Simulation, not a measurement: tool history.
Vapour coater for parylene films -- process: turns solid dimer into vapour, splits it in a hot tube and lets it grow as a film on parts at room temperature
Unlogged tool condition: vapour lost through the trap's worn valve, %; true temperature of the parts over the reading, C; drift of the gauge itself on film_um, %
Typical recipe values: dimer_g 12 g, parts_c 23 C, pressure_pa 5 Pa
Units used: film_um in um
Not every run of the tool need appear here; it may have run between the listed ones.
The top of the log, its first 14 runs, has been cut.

run,day,dimer_g,parts_c,pressure_pa,hours of work since the trap's valve was overhauled,hours of work since the table's thermometer was calibrated,film_um
15,22.412,12,23,5,251,1925,2.44
16,24.204,12,23,5,288,1962,2.45
# day 24.988: table's thermometer calibrated
17,25.317,12,23,5,310,7,2.31
18,26.638,12,23,5,338,34,2.23
19,27.871,22,23,5,363,60,4.01
# day 29.167: trap's valve overhauled
20,29.571,18,33,2.08,8,92,3.17
21,31.629,15,34,4.66,51,134,2.08
22,32.671,15,34,4.66,73,156,2.03
23,34.033,12,23,5.35,101,184,2.45
24,35.992,6,23,5.35,142,225,1.2
25,37.933,6,29,6.4,182,265,0.89
26,39.508,12,23,2.64,215,298,2.7
27,41.346,6,20,11.92,253,336,1.05
28,42.879,18,26,8.21,285,368,2.72
29,44.283,18,29,2.73,314,397,3.08
30,45.788,6,29,7.5,345,429,0.79
31,47.688,6,29,7.5,385,468,0.84
# day 47.983: trap's valve overhauled
32,49.554,12,19,8.42,33,503,2.68
33,50.892,12,24,5,60,531,2.42
34,52.592,12,24,5,96,566,2.41
35,54.621,12,24,5,138,609,2.36
36,56.029,8,23,3.75,167,638,1.75

Predict each of these 4 candidate next runs independently; none follows another, all start after run 36:
A,57.821,8,23,3.75,204,675,?
B,57.821,8,27,11.68,204,675,?
C,57.821,8,16,5,204,675,?
D,57.821,16,23,3.75,204,675,?

run,film_um
A,1.69
B,1.14
C,2.1
D,3.47
The same runs, with their run-to-run variation unchanged, on a tool lacking any hidden condition would have given:
run,film_um
A,1.8
B,1.2
C,2.22
D,3.68

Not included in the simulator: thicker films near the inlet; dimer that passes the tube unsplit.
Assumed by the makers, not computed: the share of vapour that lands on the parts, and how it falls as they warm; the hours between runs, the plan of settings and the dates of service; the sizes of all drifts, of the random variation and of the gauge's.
